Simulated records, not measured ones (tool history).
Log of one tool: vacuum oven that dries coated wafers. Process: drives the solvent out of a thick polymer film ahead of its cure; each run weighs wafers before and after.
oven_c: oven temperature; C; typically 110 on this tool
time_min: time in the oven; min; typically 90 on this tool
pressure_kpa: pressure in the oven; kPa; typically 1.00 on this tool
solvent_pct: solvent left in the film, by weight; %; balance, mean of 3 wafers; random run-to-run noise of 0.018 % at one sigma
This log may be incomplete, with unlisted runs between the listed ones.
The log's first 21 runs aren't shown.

run 22 hour=971.1 | oven_c=110 time_min=66 pressure_kpa=1.00 | solvent_pct=2.73
run 23 hour=1002.5 | oven_c=110 time_min=66 pressure_kpa=1.00 | solvent_pct=2.71
run 24 hour=1060.7 | oven_c=95 time_min=90 pressure_kpa=0.69 | solvent_pct=4.66
run 25 hour=1101.3 | oven_c=95 time_min=90 pressure_kpa=0.69 | solvent_pct=4.62
run 26 hour=1127.1 | oven_c=117 time_min=102 pressure_kpa=0.63 | solvent_pct=0.55
run 27 hour=1170.9 | oven_c=109 time_min=146 pressure_kpa=1.18 | solvent_pct=0.79
run 28 hour=1197.5 | oven_c=113 time_min=89 pressure_kpa=3.97 | solvent_pct=1.92
run 29 hour=1259.8 | oven_c=113 time_min=89 pressure_kpa=3.97 | solvent_pct=1.88
run 30 hour=1321.5 | oven_c=113 time_min=89 pressure_kpa=3.97 | solvent_pct=1.90
run 31 hour=1350.3 | oven_c=113 time_min=134 pressure_kpa=3.97 | solvent_pct=1.25
run 32 hour=1392.5 | oven_c=99 time_min=94 pressure_kpa=1.47 | solvent_pct=3.67
run 33 hour=1422.6 | oven_c=99 time_min=94 pressure_kpa=1.47 | solvent_pct=3.69
run 34 hour=1457.9 | oven_c=98 time_min=110 pressure_kpa=0.64 | solvent_pct=3.04
-- hour=1496.0 oven's thermocouples calibrated
run 35 hour=1515.9 | oven_c=98 time_min=110 pressure_kpa=0.64 | solvent_pct=3.48
run 36 hour=1579.5 | oven_c=118 time_min=153 pressure_kpa=0.73 | solvent_pct=0.29
run 37 hour=1617.8 | oven_c=116 time_min=90 pressure_kpa=0.71 | solvent_pct=0.99
run 38 hour=1668.3 | oven_c=109 time_min=90 pressure_kpa=3.53 | solvent_pct=2.68
run 39 hour=1701.7 | oven_c=109 time_min=90 pressure_kpa=3.53 | solvent_pct=2.68
run 40 hour=1736.0 | oven_c=96 time_min=153 pressure_kpa=0.51 | solvent_pct=2.50
run 41 hour=1784.7 | oven_c=96 time_min=57 pressure_kpa=0.78 | solvent_pct=6.61

Predict each of these 5 candidate next runs independently; none follows another, all start after run 41:
run A hour=1817.4 | oven_c=110 time_min=90 pressure_kpa=1.70 | solvent_pct=?
run B hour=1817.4 | oven_c=124 time_min=90 pressure_kpa=1.20 | solvent_pct=?
run C hour=1817.4 | oven_c=111 time_min=90 pressure_kpa=1.00 | solvent_pct=?
run D hour=1817.4 | oven_c=102 time_min=56 pressure_kpa=0.78 | solvent_pct=?
run E hour=1817.4 | oven_c=122 time_min=140 pressure_kpa=2.08 | solvent_pct=?

run=A solvent_pct=2.05
run=B solvent_pct=0.51
run=C solvent_pct=1.70
run=D solvent_pct=5.33
run=E solvent_pct=0.47
What these runs would have given with no unlogged condition in the tool:
run=A solvent_pct=2.02
run=B solvent_pct=0.47
run=C solvent_pct=1.66
run=D solvent_pct=5.31
run=E solvent_pct=0.43

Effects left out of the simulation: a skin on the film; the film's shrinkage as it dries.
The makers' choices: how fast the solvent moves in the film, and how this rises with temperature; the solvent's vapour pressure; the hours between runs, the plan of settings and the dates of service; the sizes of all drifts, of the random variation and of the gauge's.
